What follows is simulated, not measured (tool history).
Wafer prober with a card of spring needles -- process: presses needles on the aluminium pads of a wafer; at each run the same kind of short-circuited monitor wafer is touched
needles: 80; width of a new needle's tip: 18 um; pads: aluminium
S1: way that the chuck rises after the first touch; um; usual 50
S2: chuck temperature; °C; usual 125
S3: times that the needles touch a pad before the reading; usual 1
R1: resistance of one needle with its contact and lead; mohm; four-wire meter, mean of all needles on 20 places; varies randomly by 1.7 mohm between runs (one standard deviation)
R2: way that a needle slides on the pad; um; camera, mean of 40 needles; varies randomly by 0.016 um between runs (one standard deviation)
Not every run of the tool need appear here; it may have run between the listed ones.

run,hour,S1,S2,S3,R1,R2
1,0.0,50,125,1,224,9.02
2,51.6,50,29,1,210,8.90
3,120.8,50,125,1,230,8.80
4,159.8,50,125,1,235,9.15
5,204.4,50,125,2,203,9.10
6,246.9,50,125,1,185,9.18
7,326.2,50,125,2,215,9.07
8,384.9,50,125,2,191,9.19
9,422.2,50,125,2,205,9.15
10,511.0,50,125,1,205,9.18
11,573.9,50,125,1,202,9.12
12,618.2,50,125,1,195,9.18
13,672.3,33,125,1,259,5.99
14,729.1,46,43,2,173,8.30
15,780.6,55,45,1,175,10.03
16,855.0,55,45,1,156,10.11
17,925.7,50,39,2,179,9.09
18,969.2,50,39,2,178,9.04
19,1006.6,50,39,2,155,9.10
20,1059.7,50,39,2,167,9.08
21,1124.0,37,125,2,203,6.77
22,1170.8,62,33,1,153,11.33
23,1206.7,62,30,2,158,11.25
24,1243.9,58,94,1,187,10.64
25,1316.2,57,27,1,188,10.34
26,1353.3,57,27,1,160,10.48

Withheld: 94 entries from between the runs. Position of each, and hidden state at the listed run before versus the listed run after:
Logged between run 1 and run 2: height of the first contact set anew (hour 7.2); tips cleaned on abrasive film (hour 10.6); tips cleaned on abrasive film (hour 28.2); tips cleaned on abrasive film (hour 45.7)
  debris on the tips, nm: 50.3 -> 46.7; way that the needles fall short of the set height, um: 0.76 -> 1.63; tips' diameter, um: 24.46 -> 24.58
  measured minus no-state result, R1: +53 -> +58 mohm; R2: -0.14 -> -0.30 um
Logged between run 2 and run 3: tips cleaned on abrasive film (hour 62.2); tips cleaned on abrasive film (hour 79.7); tips cleaned on abrasive film (hour 97.0); tips cleaned on abrasive film (hour 114.5)
  debris on the tips, nm: 46.7 -> 52.4; way that the needles fall short of the set height, um: 1.63 -> 2.09; tips' diameter, um: 24.58 -> 24.75
  measured minus no-state result, R1: +58 -> +61 mohm; R2: -0.30 -> -0.38 um
Logged between run 3 and run 4: height of the first contact set anew (hour 128.1); tips cleaned on abrasive film (hour 131.7); tips cleaned on abrasive film (hour 149.2)
  debris on the tips, nm: 52.4 -> 64.2; way that the needles fall short of the set height, um: 2.09 -> 0.26; tips' diameter, um: 24.75 -> 24.84
  measured minus no-state result, R1: +61 -> +66 mohm; R2: -0.38 -> -0.05 um
Logged between run 4 and run 5: tips cleaned on abrasive film (hour 163.4); tips cleaned on abrasive film (hour 181.0); tips cleaned on abrasive film (hour 198.5)
  debris on the tips, nm: 64.2 -> 44.3; way that the needles fall short of the set height, um: 0.26 -> 0.57; tips' diameter, um: 24.84 -> 24.95
  measured minus no-state result, R1: +66 -> +35 mohm; R2: -0.05 -> -0.10 um
Logged between run 5 and run 6: tips cleaned on abrasive film (hour 215.0); tips cleaned on abrasive film (hour 232.6); height of the first contact set anew, once more (hour 246.8); tips cleaned on abrasive film (hour 246.9)
  debris on the tips, nm: 44.3 -> 6.3; way that the needles fall short of the set height, um: 0.57 -> 0.13; tips' diameter, um: 24.95 -> 25.06
  measured minus no-state result, R1: +35 -> +17 mohm; R2: -0.10 -> -0.03 um
Logged between run 6 and run 7: tips cleaned on abrasive film (hour 261.4); tips cleaned on abrasive film (hour 278.9); tips cleaned on abrasive film (hour 296.5); tips cleaned on abrasive film (hour 314.0)
  debris on the tips, nm: 6.3 -> 64.4; way that the needles fall short of the set height, um: 0.13 -> 0.58; tips' diameter, um: 25.06 -> 25.22
  measured minus no-state result, R1: +17 -> +46 mohm; R2: -0.03 -> -0.11 um
Logged between run 7 and run 8: tips cleaned on abrasive film (hour 329.8); tips cleaned on abrasive film (hour 347.4); tips cleaned on abrasive film (hour 364.7); height of the first contact set anew (hour 365.0); tips cleaned on abrasive film (hour 382.6)
  debris on the tips, nm: 64.4 -> 24.4; way that the needles fall short of the set height, um: 0.58 -> 0.13; tips' diameter, um: 25.22 -> 25.39
  measured minus no-state result, R1: +46 -> +24 mohm; R2: -0.11 -> -0.02 um
Logged between run 8 and run 9: tips cleaned on abrasive film (hour 399.0); tips cleaned on abrasive film (hour 416.5)
  debris on the tips, nm: 24.4 -> 41.7; way that the needles fall short of the set height, um: 0.13 -> 0.34; tips' diameter, um: 25.39 -> 25.46
  measured minus no-state result, R1: +24 -> +35 mohm; R2: -0.02 -> -0.06 um
Logged between run 9 and run 10: tips cleaned on abrasive film (hour 432.6); tips cleaned on abrasive film (hour 450.2); tips cleaned on abrasive film (hour 467.5); tips cleaned on abrasive film (hour 485.1); card fitted with new needles (hour 497.1)
  debris on the tips, nm: 41.7 -> 68.6; way that the needles fall short of the set height, um: 0.34 -> 0; tips' diameter, um: 25.46 -> 18
  measured minus no-state result, R1: +35 -> +34 mohm; R2: -0.06 -> +0.00 um
Logged between run 10 and run 11: tips cleaned on abrasive film (hour 514.5); tips cleaned on abrasive film (hour 528.6); tips cleaned on abrasive film (hour 545.9); tips cleaned on abrasive film (hour 563.4)
  debris on the tips, nm: 68.6 -> 62; way that the needles fall short of the set height, um: 0 -> 0.39; tips' diameter, um: 18 -> 18.14
  measured minus no-state result, R1: +34 -> +32 mohm; R2: +0.00 -> -0.07 um
Logged between run 11 and run 12: tips cleaned on abrasive film (hour 577.5); tips cleaned on abrasive film (hour 595.1); tips cleaned on abrasive film (hour 612.4); height of the first contact set anew (hour 616.2)
  debris on the tips, nm: 62 -> 47.4; way that the needles fall short of the set height, um: 0.39 -> 0; tips' diameter, um: 18.14 -> 18.26
  measured minus no-state result, R1: +32 -> +24 mohm; R2: -0.07 -> +0.00 um
Logged between run 12 and run 13: tips cleaned on abrasive film (hour 628.8); tips cleaned on abrasive film (hour 642.8); tips cleaned on abrasive film (hour 660.4)
  debris on the tips, nm: 47.4 -> 65.1; way that the needles fall short of the set height, um: 0 -> 0.41; tips' diameter, um: 18.26 -> 18.41
  measured minus no-state result, R1: +24 -> +74 mohm; R2: +0.00 -> -0.08 um
Logged between run 13 and run 14: tips cleaned on abrasive film (hour 675.9); tips cleaned on abrasive film (hour 693.4); tips cleaned on abrasive film (hour 710.8); tips cleaned on abrasive film (hour 724.9)
  debris on the tips, nm: 65.1 -> 37.5; way that the needles fall short of the set height, um: 0.41 -> 0.86; tips' diameter, um: 18.41 -> 18.57
  measured minus no-state result, R1: +74 -> +17 mohm; R2: -0.08 -> -0.16 um
Logged between run 14 and run 15: height of the first contact set anew (hour 736.3); tips cleaned on abrasive film (hour 739.9); tips cleaned on abrasive film (hour 757.5); tips cleaned on abrasive film (hour 775.0)
  debris on the tips, nm: 37.5 -> 46; way that the needles fall short of the set height, um: 0.86 -> 0.36; tips' diameter, um: 18.57 -> 18.69
  measured minus no-state result, R1: +17 -> +24 mohm; R2: -0.16 -> -0.06 um
Logged between run 15 and run 16: tips cleaned on abrasive film (hour 790.9); tips cleaned on abrasive film (hour 808.5); tips cleaned on abrasive film (hour 826.0); tips cleaned on abrasive film (hour 840.1); height of the first contact set anew (hour 854.2); tips cleaned on abrasive film (hour 855.0)
  debris on the tips, nm: 46 -> 6.5; way that the needles fall short of the set height, um: 0.36 -> 0.13; tips' diameter, um: 18.69 -> 18.9
  measured minus no-state result, R1: +24 -> +4 mohm; R2: -0.06 -> -0.03 um
Logged between run 16 and run 17: tips cleaned on abrasive film (hour 869.0); tips cleaned on abrasive film (hour 883.1); tips cleaned on abrasive film (hour 900.7); tips cleaned on abrasive film (hour 914.7)
  debris on the tips, nm: 6.5 -> 64.1; way that the needles fall short of the set height, um: 0.13 -> 0.56; tips' diameter, um: 18.9 -> 19.05
  measured minus no-state result, R1: +4 -> +26 mohm; R2: -0.03 -> -0.10 um
Logged between run 17 and run 18: tips cleaned on abrasive film (hour 929.3); tips cleaned on abrasive film (hour 943.3); tips cleaned on abrasive film (hour 960.9)
  debris on the tips, nm: 64.1 -> 54.2; way that the needles fall short of the set height, um: 0.56 -> 0.93; tips' diameter, um: 19.05 -> 19.18
  measured minus no-state result, R1: +26 -> +23 mohm; R2: -0.10 -> -0.17 um
Logged between run 18 and run 19: height of the first contact set anew (hour 973.0); tips cleaned on abrasive film (hour 976.6); tips cleaned on abrasive film (hour 990.7); tips cleaned on abrasive film (hour 1006.6)
  debris on the tips, nm: 54.2 -> 3.2; way that the needles fall short of the set height, um: 0.93 -> 0.32; tips' diameter, um: 19.18 -> 19.29
  measured minus no-state result, R1: +23 -> +3 mohm; R2: -0.17 -> -0.06 um
Logged between run 19 and run 20: tips cleaned on abrasive film (hour 1020.6); tips cleaned on abrasive film (hour 1038.0); tips cleaned on abrasive film (hour 1055.3)
  debris on the tips, nm: 3.2 -> 34.7; way that the needles fall short of the set height, um: 0.32 -> 0.68; tips' diameter, um: 19.29 -> 19.42
  measured minus no-state result, R1: +3 -> +16 mohm; R2: -0.06 -> -0.13 um
Logged between run 20 and run 21: tips cleaned on abrasive film (hour 1070.3); tips cleaned on abrasive film (hour 1087.6); height of the first contact set anew (hour 1091.4); tips cleaned on abrasive film (hour 1101.9); tips cleaned on abrasive film (hour 1119.5)
  debris on the tips, nm: 34.7 -> 38.4; way that the needles fall short of the set height, um: 0.68 -> 0.22; tips' diameter, um: 19.42 -> 19.57
  measured minus no-state result, R1: +16 -> +26 mohm; R2: -0.13 -> -0.04 um
Logged between run 21 and run 22: tips cleaned on abrasive film (hour 1134.6); tips cleaned on abrasive film (hour 1152.2); tips cleaned on abrasive film (hour 1169.7)
  debris on the tips, nm: 38.4 -> 14.3; way that the needles fall short of the set height, um: 0.22 -> 0.52; tips' diameter, um: 19.57 -> 19.67
  measured minus no-state result, R1: +26 -> +8 mohm; R2: -0.04 -> -0.09 um
Logged between run 22 and run 23: tips cleaned on abrasive film (hour 1184.8); tips cleaned on abrasive film (hour 1202.3)
  debris on the tips, nm: 14.3 -> 40; way that the needles fall short of the set height, um: 0.52 -> 0.7; tips' diameter, um: 19.67 -> 19.74
  measured minus no-state result, R1: +8 -> +13 mohm; R2: -0.09 -> -0.13 um
Logged between run 23 and run 24: height of the first contact set anew (hour 1210.5); tips cleaned on abrasive film (hour 1217.6); tips cleaned on abrasive film (hour 1235.2)
  debris on the tips, nm: 40 -> 53; way that the needles fall short of the set height, um: 0.7 -> 0.21; tips' diameter, um: 19.74 -> 19.81
  measured minus no-state result, R1: +13 -> +27 mohm; R2: -0.13 -> -0.04 um
Logged between run 24 and run 25: tips cleaned on abrasive film (hour 1251.0); tips cleaned on abrasive film (hour 1268.5); tips cleaned on abrasive film (hour 1286.1); tips cleaned on abrasive film (hour 1303.4)
  debris on the tips, nm: 53 -> 68; way that the needles fall short of the set height, um: 0.21 -> 0.67; tips' diameter, um: 19.81 -> 19.97
  measured minus no-state result, R1: +27 -> +40 mohm; R2: -0.04 -> -0.12 um
Logged between run 25 and run 26: tips cleaned on abrasive film (hour 1319.8); height of the first contact set anew (hour 1330.6); tips cleaned on abrasive film (hour 1334.2); tips cleaned on abrasive film (hour 1351.7)
  debris on the tips, nm: 68 -> 18.1; way that the needles fall short of the set height, um: 0.67 -> 0.18; tips' diameter, um: 19.97 -> 20.08
  measured minus no-state result, R1: +40 -> +12 mohm; R2: -0.12 -> -0.04 um

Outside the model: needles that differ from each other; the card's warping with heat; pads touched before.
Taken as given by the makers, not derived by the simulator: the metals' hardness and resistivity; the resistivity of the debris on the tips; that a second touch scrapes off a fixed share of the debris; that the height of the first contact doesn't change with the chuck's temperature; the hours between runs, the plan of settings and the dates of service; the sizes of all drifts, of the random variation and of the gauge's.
